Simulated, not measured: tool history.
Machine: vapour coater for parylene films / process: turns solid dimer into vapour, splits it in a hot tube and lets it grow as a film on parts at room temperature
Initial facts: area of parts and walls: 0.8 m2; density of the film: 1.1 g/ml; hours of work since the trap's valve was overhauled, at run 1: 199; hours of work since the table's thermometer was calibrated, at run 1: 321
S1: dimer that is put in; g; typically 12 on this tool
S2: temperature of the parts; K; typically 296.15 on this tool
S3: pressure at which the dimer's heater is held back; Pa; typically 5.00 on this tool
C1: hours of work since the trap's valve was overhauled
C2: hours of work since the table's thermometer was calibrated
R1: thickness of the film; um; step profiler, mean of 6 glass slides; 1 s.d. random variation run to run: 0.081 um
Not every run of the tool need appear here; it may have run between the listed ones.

Run 1, hour 0.0: usual settings; C1 199; C2 321. Result: R1 9.32 um.
Run 2, hour 12.7: usual settings; C1 211; C2 332. Result: R1 9.31 um.
Run 3, hour 25.2: usual settings; C1 222; C2 343. Result: R1 9.30 um.
Run 4, hour 37.2: usual settings; C1 232; C2 354. Result: R1 9.27 um.
Run 5, hour 49.2: usual settings; C1 243; C2 364. Result: R1 9.20 um.
Run 6, hour 58.4: usual settings; C1 251; C2 372. Result: R1 9.17 um.
Run 7, hour 69.3: usual settings; C1 261; C2 382. Result: R1 9.29 um.
Run 8, hour 79.6: usual settings; C1 270; C2 391. Result: R1 9.21 um.
Run 9, hour 89.7: usual settings; C1 279; C2 400. Result: R1 9.11 um.
Run 10, hour 105.0: usual settings; C1 292; C2 414. Result: R1 9.12 um.
Run 11, hour 111.2: usual settings; C1 298; C2 419. Result: R1 9.07 um.
Run 12, hour 118.4: usual settings; C1 304; C2 426. Result: R1 9.04 um.
Run 13, hour 128.9: usual settings; C1 313; C2 435. Result: R1 9.06 um.
Run 14, hour 140.0: usual settings; C1 323; C2 445. Result: R1 9.16 um.
Run 15, hour 152.5: usual settings; C1 334; C2 456. Result: R1 9.03 um.
At hour 154.4: table's thermometer calibrated.
Run 16, hour 163.4: usual settings; C1 343; C2 8. Result: R1 9.10 um.
Run 17, hour 177.4: usual settings but S3 11.99 Pa; C1 355; C2 20. Result: R1 7.77 um.
Run 18, hour 192.3: usual settings but S3 11.99 Pa; C1 368; C2 33. Result: R1 7.74 um.
Run 19, hour 204.2: usual settings but S3 11.99 Pa; C1 379; C2 44. Result: R1 7.71 um.
Run 20, hour 215.0: usual settings but S3 11.99 Pa; C1 389; C2 54. Result: R1 7.69 um.
At hour 223.1: table's thermometer calibrated, once more.
Run 21, hour 230.7: usual settings but S2 293.15 K, S3 3.13 Pa; C1 402; C2 7. Result: R1 10.60 um.
Run 22, hour 242.9: usual settings but S1 6 g, S2 290.15 K, S3 9.14 Pa; C1 412; C2 17. Result: R1 4.83 um.
Run 23, hour 255.7: usual settings but S1 5 g; C1 424; C2 29. Result: R1 3.59 um.
Run 24, hour 270.2: usual settings but S2 294.15 K, S3 7.96 Pa; C1 437; C2 42. Result: R1 8.55 um.
Run 25, hour 281.7: usual settings but S1 6 g, S2 292.15 K, S3 9.40 Pa; C1 447; C2 52. Result: R1 4.44 um.
At hour 289.1: trap's valve overhauled.
Run 26, hour 293.7: usual settings but S1 6 g, S2 292.15 K, S3 9.40 Pa; C1 4; C2 59. Result: R1 5.01 um.
Run 27, hour 308.9: usual settings but S2 305.15 K, S3 10.11 Pa; C1 17; C2 72. Result: R1 6.42 um.
Run 28, hour 318.6: usual settings but S1 22 g, S2 292.15 K, S3 10.11 Pa; C1 26; C2 81. Result: R1 17.90 um.
Run 29, hour 330.3: usual settings but S2 297.15 K, S3 2.32 Pa; C1 36; C2 91. Result: R1 10.71 um.
Run 30, hour 339.4: usual settings but S1 7 g, S3 2.30 Pa; C1 44; C2 99. Result: R1 6.39 um.
Run 31, hour 353.7: usual settings but S1 8 g, S3 4.84 Pa; C1 57; C2 112. Result: R1 6.50 um.
Run 32, hour 360.0: usual settings but S2 299.15 K, S3 3.53 Pa; C1 63; C2 117. Result: R1 9.03 um.
Run 33, hour 372.6: usual settings but S1 18 g, S2 298.15 K, S3 10.35 Pa; C1 74; C2 129. Result: R1 11.93 um.
Run 34, hour 379.8: usual settings but S1 11 g, S2 297.15 K, S3 11.27 Pa; C1 80; C2 135. Result: R1 7.44 um.
Run 35, hour 386.2: usual settings but S1 11 g, S2 297.15 K, S3 11.27 Pa; C1 86; C2 141. Result: R1 7.37 um.
Run 36, hour 401.6: usual settings but S1 9 g, S2 306.15 K, S3 3.11 Pa; C1 100; C2 154. Result: R1 5.71 um.

Table of differences, measured result less the result of that run with no hidden state. Run-to-run variation is the same in both. Gauge scatter possibly is not:
Hidden state at play: vapour lost through the trap's worn valve, %; true temperature of the parts over the reading, C; drift of the gauge itself on film_um, %.
run     R1
  1  -0.49
  2  -0.52
  3  -0.54
  4  -0.56
  5  -0.59
  6  -0.61
  7  -0.64
  8  -0.66
  9  -0.68
 10  -0.71
 11  -0.72
 12  -0.73
 13  -0.75
 14  -0.80
 15  -0.82
 16  -0.80
 17  -0.71
 18  -0.74
 19  -0.77
 20  -0.78
 21  -1.31
 22  -0.61
 23  -0.47
 24  -1.15
 25  -0.62
 26  -0.03
 27  -0.06
 28  -0.23
 29  -0.17
 30  -0.10
 31  -0.13
 32  -0.19
 33  -0.29
 34  -0.19
 35  -0.20
 36  -0.17
